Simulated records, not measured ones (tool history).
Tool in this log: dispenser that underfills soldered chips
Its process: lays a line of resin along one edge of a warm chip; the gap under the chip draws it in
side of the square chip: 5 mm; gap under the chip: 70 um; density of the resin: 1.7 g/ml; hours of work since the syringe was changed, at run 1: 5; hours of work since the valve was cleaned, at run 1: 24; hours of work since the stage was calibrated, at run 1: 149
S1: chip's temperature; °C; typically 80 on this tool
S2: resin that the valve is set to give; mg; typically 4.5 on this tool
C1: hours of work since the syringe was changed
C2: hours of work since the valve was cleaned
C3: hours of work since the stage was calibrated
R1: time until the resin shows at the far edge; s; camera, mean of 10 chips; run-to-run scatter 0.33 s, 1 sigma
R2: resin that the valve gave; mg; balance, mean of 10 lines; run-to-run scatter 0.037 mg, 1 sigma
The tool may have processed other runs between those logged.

run,hour,S1,S2,C1,C2,C3,R1,R2
1,0,80,4.5,5,24,149,16.4,4.4
# hour 4.3: new syringe of resin
2,4.5,67,4.5,0,27,152,24.4,4.32
3,10.2,79,4.5,5,31,156,16.8,4.42
# hour 14.9: new syringe of resin
4,15.1,79,4.5,0,35,160,12.7,4.45
5,22.9,79,4.5,6,41,166,17.5,4.35
# hour 25.7: new syringe of resin
6,27.5,79,4.5,1,44,169,14.4,4.31
7,34.3,79,4.5,7,49,174,18.8,4.29
# hour 36.5: new syringe of resin
8,41.2,80,5.48,4,54,179,14.1,5.26
# hour 47.1: new syringe of resin
9,47.1,80,5.48,0,59,183,11.2,5.18
10,53.4,80,4.5,5,63,188,15.8,4.27
11,56.9,80,4.4,7,66,191,17.8,4.16
# hour 57.7: new syringe of resin
12,63.1,80,4.5,4,71,195,15,4.24
# hour 68: new syringe of resin
13,68,80,4.5,0,74,199,12.5,4.24
# hour 73.9: dispensing valve cleaned and set on the balance
14,75.8,80,4.5,5,1,204,16.2,4.55
# hour 79.5: new syringe of resin
15,79.8,77,5.23,0,4,207,14.4,5.22
16,86.9,77,5.23,6,10,212,18.6,5.22
# hour 90.2: new syringe of resin
17,90.5,73,4.66,0,12,215,17.7,4.67
18,94.5,84,4.6,3,15,218,11.5,4.58
# hour 100.6: new syringe of resin
19,101.3,89,4.5,1,20,223,8,4.51
20,107.6,77,5.8,5,25,228,17.4,5.73
# hour 111.1: new syringe of resin
21,111.6,77,5.8,0,28,230,13.9,5.67
22,118,77,5.8,5,33,235,17.8,5.64
# hour 122: new syringe of resin
23,125.8,77,5.8,3,38,241,15.7,5.66
24,131.8,80,4.18,7,43,246,17.4,4.03

Each row is a separate what-if for the run after 24, all from the same tool condition, not one after another. Results?
# hour 132.8: new syringe of resin
A,137.2,85,4.18,3,47,249,?,?
# hour 132.8: new syringe of resin
B,137.2,80,4.62,3,47,249,?,?
# hour 132.8: new syringe of resin
C,137.2,89,5.64,3,47,249,?,?
# hour 132.8: new syringe of resin
D,137.2,69,4.48,3,47,249,?,?

run,R1,R2
A,11.6,4.08
B,14.3,4.42
C,8.8,5.45
D,24.5,4.27
Without the tool's unlogged condition, the same runs would have read:
run,R1,R2
A,10.4,4.23
B,12.8,4.59
C,7.9,5.65
D,22.1,4.43

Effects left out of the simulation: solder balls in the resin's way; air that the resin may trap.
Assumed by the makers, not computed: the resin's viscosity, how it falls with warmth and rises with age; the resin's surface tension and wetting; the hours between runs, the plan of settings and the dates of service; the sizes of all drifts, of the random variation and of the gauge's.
